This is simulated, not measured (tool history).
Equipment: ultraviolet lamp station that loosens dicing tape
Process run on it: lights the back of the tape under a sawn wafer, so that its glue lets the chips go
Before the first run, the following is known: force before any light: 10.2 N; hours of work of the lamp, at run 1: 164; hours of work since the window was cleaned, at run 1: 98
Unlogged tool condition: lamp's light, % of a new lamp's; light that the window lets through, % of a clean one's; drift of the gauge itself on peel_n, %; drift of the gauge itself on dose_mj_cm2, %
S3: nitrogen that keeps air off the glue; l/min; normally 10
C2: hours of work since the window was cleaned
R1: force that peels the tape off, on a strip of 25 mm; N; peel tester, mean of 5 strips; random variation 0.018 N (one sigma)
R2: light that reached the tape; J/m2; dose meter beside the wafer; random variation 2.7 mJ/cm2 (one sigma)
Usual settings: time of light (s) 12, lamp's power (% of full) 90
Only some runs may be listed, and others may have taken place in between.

Run 1, hour 0.0: usual settings; hours of work of the lamp 164; C2 98. Result: R1 1.021 N, R2 3220 J/m2.
Run 2, hour 13.3: usual settings; hours of work of the lamp 171; C2 104. Result: R1 1.053 N, R2 3210 J/m2.
Run 3, hour 23.0: usual settings but time of light (s) 10; hours of work of the lamp 175; C2 109. Result: R1 1.458 N, R2 2650 J/m2.
Run 4, hour 35.8: usual settings but time of light (s) 9; hours of work of the lamp 181; C2 115. Result: R1 1.780 N, R2 2440 J/m2.
Run 5, hour 45.4: usual settings but time of light (s) 9; hours of work of the lamp 185; C2 119. Result: R1 1.836 N, R2 2420 J/m2.
Run 6, hour 59.0: usual settings but time of light (s) 24, lamp's power (% of full) 86; hours of work of the lamp 192; C2 125. Result: R1 0.236 N, R2 6060 J/m2.
Run 7, hour 71.2: usual settings but time of light (s) 6, lamp's power (% of full) 77; hours of work of the lamp 197; C2 131. Result: R1 3.674 N, R2 1340 J/m2.
At hour 72.5: window cleaned of glue's vapour.
Run 8, hour 84.0: usual settings but S3 8 l/min; hours of work of the lamp 203; C2 5. Result: R1 1.241 N, R2 3090 J/m2.
Run 9, hour 98.7: usual settings but time of light (s) 10, lamp's power (% of full) 65, S3 8 l/min; hours of work of the lamp 210; C2 12. Result: R1 2.905 N, R2 1860 J/m2.
Run 10, hour 110.4: usual settings but time of light (s) 10, lamp's power (% of full) 65, S3 8 l/min; hours of work of the lamp 215; C2 18. Result: R1 2.880 N, R2 1880 J/m2.

What if the next run were any one of these 4? Each begins from the tool's condition after run 10:
Run A, hour 126.3: usual settings but time of light (s) 17, lamp's power (% of full) 92, S3 5 l/min; hours of work of the lamp 223; C2 25. Result: R1 ?, R2 ?.
Run B, hour 126.3: usual settings but time of light (s) 11, S3 9 l/min; hours of work of the lamp 223; C2 25. Result: R1 ?, R2 ?.
Run C, hour 126.3: usual settings but time of light (s) 18; hours of work of the lamp 223; C2 25. Result: R1 ?, R2 ?.
Run D, hour 126.3: usual settings but time of light (s) 8; hours of work of the lamp 223; C2 25. Result: R1 ?, R2 ?.

run     R1    R2
  A  0.887  4440
  B  1.414  2810
  C  0.422  4640
  D  2.206  2060
Without the tool's hidden state the same runs would have given:
run     R1    R2
  A  0.669  5030
  B  1.110  3190
  C  0.314  5260
  D  1.818  2330
